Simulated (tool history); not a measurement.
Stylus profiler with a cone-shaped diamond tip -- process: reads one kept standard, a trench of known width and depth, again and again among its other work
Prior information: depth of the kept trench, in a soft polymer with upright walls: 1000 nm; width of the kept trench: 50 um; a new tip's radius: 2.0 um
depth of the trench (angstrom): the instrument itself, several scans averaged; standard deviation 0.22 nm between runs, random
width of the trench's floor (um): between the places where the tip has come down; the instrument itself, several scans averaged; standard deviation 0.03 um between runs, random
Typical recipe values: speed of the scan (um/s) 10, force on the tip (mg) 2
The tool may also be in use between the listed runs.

run	hour	speed of the scan (um/s)	force on the tip (mg)	depth of the trench (angstrom)	width of the trench's floor (um)
1	0	10	2	10053.9	46.47
2	13.7	10	2	10054.4	46.52
3	26.1	10	2	10058.7	46.5
4	33.4	10	2	10057.3	46.47
5	42	25	2	10058.2	46.34
6	55.1	3	2	10060.1	46.54
7	61.9	10	2	10056.3	46.47
8	69.8	10	2	10058.6	46.49
9	77.7	10	2	10054.3	46.52
10	92.8	10	2	10056.1	46.5
11	106.9	10	2	10057.5	46.51
12	121.3	10	2	10055.9	46.46
13	137.8	10	2	10054.3	46.46
14	150.7	8	2	10051.8	46.54
15	164.4	8	2	10051.6	46.46
16	173.1	8	2	10056	46.43
17	189	8	1.29	10042.2	46.49
18	204.7	4	1.08	10036.1	46.48
19	212.5	4	1.08	10037.4	46.49
20	222	3	0.82	10034.7	46.51
21	230.1	3	0.82	10026.9	46.53

Run 22 has not been measured yet. What should we expect?
22	241.2	9	3.93	?	?

depth of the trench (angstrom): 10090
width of the trench's floor (um): 46.54
Without the tool's hidden state the same run would have given depth of the trench (angstrom) 10090, width of the trench's floor (um) 46.55.
